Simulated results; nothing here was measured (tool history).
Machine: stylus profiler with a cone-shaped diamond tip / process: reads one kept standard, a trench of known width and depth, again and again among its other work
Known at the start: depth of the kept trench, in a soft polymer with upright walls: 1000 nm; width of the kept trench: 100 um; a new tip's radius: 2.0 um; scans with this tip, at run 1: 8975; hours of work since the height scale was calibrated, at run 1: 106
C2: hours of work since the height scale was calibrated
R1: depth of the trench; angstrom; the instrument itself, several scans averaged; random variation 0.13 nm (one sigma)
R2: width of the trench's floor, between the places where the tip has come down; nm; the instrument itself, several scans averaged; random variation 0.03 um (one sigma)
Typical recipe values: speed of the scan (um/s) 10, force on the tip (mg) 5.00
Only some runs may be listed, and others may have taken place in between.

Run 1, day 0.000: usual settings; scans with this tip 8975; C2 106. Result: R1 10274.7 angstrom, R2 96500 nm.
Run 2, day 3.804: usual settings; scans with this tip 9350; C2 148. Result: R1 10274.4 angstrom, R2 96560 nm.
Run 3, day 8.433: usual settings; scans with this tip 9805; C2 199. Result: R1 10274.8 angstrom, R2 96500 nm.
Run 4, day 10.825: usual settings but speed of the scan (um/s) 4; scans with this tip 10041; C2 225. Result: R1 10272.2 angstrom, R2 96500 nm.
Run 5, day 14.504: usual settings but speed of the scan (um/s) 4; scans with this tip 10403; C2 266. Result: R1 10272.9 angstrom, R2 96530 nm.
Run 6, day 17.550: usual settings but speed of the scan (um/s) 4; scans with this tip 10703; C2 299. Result: R1 10276.7 angstrom, R2 96500 nm.
Run 7, day 22.642: usual settings but force on the tip (mg) 4.61; scans with this tip 11205; C2 355. Result: R1 10257.9 angstrom, R2 96450 nm.
Run 8, day 25.975: usual settings but force on the tip (mg) 4.61; scans with this tip 11533; C2 392. Result: R1 10259.5 angstrom, R2 96480 nm.
Run 9, day 28.067: usual settings but force on the tip (mg) 8.49; scans with this tip 11739; C2 415. Result: R1 10389.8 angstrom, R2 96490 nm.
Run 10, day 33.112: usual settings but force on the tip (mg) 8.49; scans with this tip 12236; C2 470. Result: R1 10390.4 angstrom, R2 96530 nm.
Run 11, day 35.188: usual settings but speed of the scan (um/s) 2, force on the tip (mg) 8.49; scans with this tip 12440; C2 493. Result: R1 10389.7 angstrom, R2 96550 nm.
Run 12, day 38.917: usual settings but speed of the scan (um/s) 7; scans with this tip 12807; C2 534. Result: R1 10273.6 angstrom, R2 96450 nm.
Run 13, day 42.071: usual settings but speed of the scan (um/s) 4; scans with this tip 13118; C2 569. Result: R1 10274.5 angstrom, R2 96540 nm.
Run 14, day 45.079: usual settings but force on the tip (mg) 9.97; scans with this tip 13414; C2 602. Result: R1 10436.3 angstrom, R2 96550 nm.
Run 15, day 47.154: usual settings but speed of the scan (um/s) 3, force on the tip (mg) 9.97; scans with this tip 13618; C2 625. Result: R1 10434.6 angstrom, R2 96490 nm.
Run 16, day 50.479: usual settings but speed of the scan (um/s) 3, force on the tip (mg) 9.97; scans with this tip 13946; C2 661. Result: R1 10432.7 angstrom, R2 96510 nm.
Run 17, day 53.467: usual settings but force on the tip (mg) 12.10; scans with this tip 14240; C2 694. Result: R1 10493.0 angstrom, R2 96520 nm.
Run 18, day 58.271: usual settings but speed of the scan (um/s) 3, force on the tip (mg) 12.10; scans with this tip 14713; C2 747. Result: R1 10494.8 angstrom, R2 96520 nm.
Run 19, day 61.546: usual settings but speed of the scan (um/s) 11; scans with this tip 15036; C2 783. Result: R1 10274.4 angstrom, R2 96480 nm.
Run 20, day 65.092: usual settings; scans with this tip 15385; C2 822. Result: R1 10273.7 angstrom, R2 96510 nm.
At day 66.446: height scale calibrated on a step standard.
Run 21, day 68.167: usual settings but speed of the scan (um/s) 6; scans with this tip 15685; C2 19. Result: R1 10274.1 angstrom, R2 96520 nm.
Run 22, day 70.396: usual settings but speed of the scan (um/s) 6; scans with this tip 15905; C2 43. Result: R1 10273.7 angstrom, R2 96540 nm.
Run 23, day 73.146: usual settings but speed of the scan (um/s) 6; scans with this tip 16176; C2 74. Result: R1 10274.2 angstrom, R2 96450 nm.
Run 24, day 77.021: usual settings but speed of the scan (um/s) 24, force on the tip (mg) 13.51; scans with this tip 16557; C2 116. Result: R1 10531.1 angstrom, R2 96480 nm.
Run 25, day 81.708: usual settings but force on the tip (mg) 6.43; scans with this tip 17019; C2 168. Result: R1 10324.9 angstrom, R2 96510 nm.
Run 26, day 86.096: usual settings but force on the tip (mg) 6.43; scans with this tip 17451; C2 216. Result: R1 10323.7 angstrom, R2 96500 nm.
Run 27, day 88.979: usual settings but force on the tip (mg) 2.79; scans with this tip 17735; C2 248. Result: R1 10182.3 angstrom, R2 96490 nm.
Run 28, day 91.125: usual settings but speed of the scan (um/s) 23, force on the tip (mg) 4.64; scans with this tip 17946; C2 271. Result: R1 10257.1 angstrom, R2 96440 nm.
Run 29, day 93.804: usual settings but speed of the scan (um/s) 23, force on the tip (mg) 4.64; scans with this tip 18210; C2 301. Result: R1 10260.6 angstrom, R2 96440 nm.
Run 30, day 96.804: usual settings but speed of the scan (um/s) 2, force on the tip (mg) 10.61; scans with this tip 18505; C2 334. Result: R1 10454.3 angstrom, R2 96520 nm.
Run 31, day 101.017: usual settings but speed of the scan (um/s) 2, force on the tip (mg) 10.48; scans with this tip 18920; C2 380. Result: R1 10448.3 angstrom, R2 96520 nm.
Run 32, day 103.938: usual settings but speed of the scan (um/s) 3, force on the tip (mg) 4.32; scans with this tip 19208; C2 412. Result: R1 10246.2 angstrom, R2 96420 nm.
Run 33, day 106.229: usual settings but speed of the scan (um/s) 3, force on the tip (mg) 4.32; scans with this tip 19433; C2 437. Result: R1 10247.3 angstrom, R2 96480 nm.
Run 34, day 110.088: usual settings but speed of the scan (um/s) 3, force on the tip (mg) 5.97; scans with this tip 19814; C2 480. Result: R1 10307.7 angstrom, R2 96490 nm.
Run 35, day 112.921: usual settings but speed of the scan (um/s) 3, force on the tip (mg) 5.97; scans with this tip 20093; C2 511. Result: R1 10307.4 angstrom, R2 96530 nm.
Run 36, day 117.429: usual settings but speed of the scan (um/s) 3, force on the tip (mg) 2.93; scans with this tip 20536; C2 560. Result: R1 10192.1 angstrom, R2 96480 nm.
Run 37, day 121.288: usual settings but speed of the scan (um/s) 3, force on the tip (mg) 2.93; scans with this tip 20917; C2 603. Result: R1 10193.2 angstrom, R2 96570 nm.
Run 38, day 123.858: usual settings but speed of the scan (um/s) 3, force on the tip (mg) 2.93; scans with this tip 21170; C2 631. Result: R1 10192.7 angstrom, R2 96540 nm.
Run 39, day 126.571: usual settings but speed of the scan (um/s) 13, force on the tip (mg) 14.91; scans with this tip 21437; C2 661. Result: R1 10568.1 angstrom, R2 96480 nm.
Run 40, day 130.638: usual settings but speed of the scan (um/s) 13, force on the tip (mg) 14.91; scans with this tip 21837; C2 706. Result: R1 10568.4 angstrom, R2 96490 nm.
Run 41, day 135.275: usual settings but speed of the scan (um/s) 4; scans with this tip 22294; C2 756. Result: R1 10273.7 angstrom, R2 96500 nm.
Run 42, day 139.875: usual settings but speed of the scan (um/s) 35, force on the tip (mg) 1.71; scans with this tip 22747; C2 807. Result: R1 10132.3 angstrom, R2 96330 nm.
Run 43, day 142.283: usual settings but speed of the scan (um/s) 35, force on the tip (mg) 1.71; scans with this tip 22984; C2 834. Result: R1 10134.3 angstrom, R2 96290 nm.
At day 142.646: height scale calibrated on a step standard.
Run 44, day 146.658: usual settings but speed of the scan (um/s) 2; scans with this tip 23413; C2 44. Result: R1 10272.0 angstrom, R2 96530 nm.
Run 45, day 149.725: usual settings but speed of the scan (um/s) 2; scans with this tip 23715; C2 78. Result: R1 10273.4 angstrom, R2 96530 nm.
Run 46, day 153.283: usual settings but speed of the scan (um/s) 2, force on the tip (mg) 4.10; scans with this tip 24065; C2 117. Result: R1 10240.1 angstrom, R2 96490 nm.

Take each entry between the runs: how does the hidden state at the last listed run before it differ from the hidden state at the first listed run after it?
Logged between run 20 and run 21: height scale calibrated on a step standard (day 66.446)
  height scale over the true one, %: 0.003 -> 0
Logged between run 43 and run 44: height scale calibrated on a step standard (day 142.646)
  height scale over the true one, %: 0.002 -> 0

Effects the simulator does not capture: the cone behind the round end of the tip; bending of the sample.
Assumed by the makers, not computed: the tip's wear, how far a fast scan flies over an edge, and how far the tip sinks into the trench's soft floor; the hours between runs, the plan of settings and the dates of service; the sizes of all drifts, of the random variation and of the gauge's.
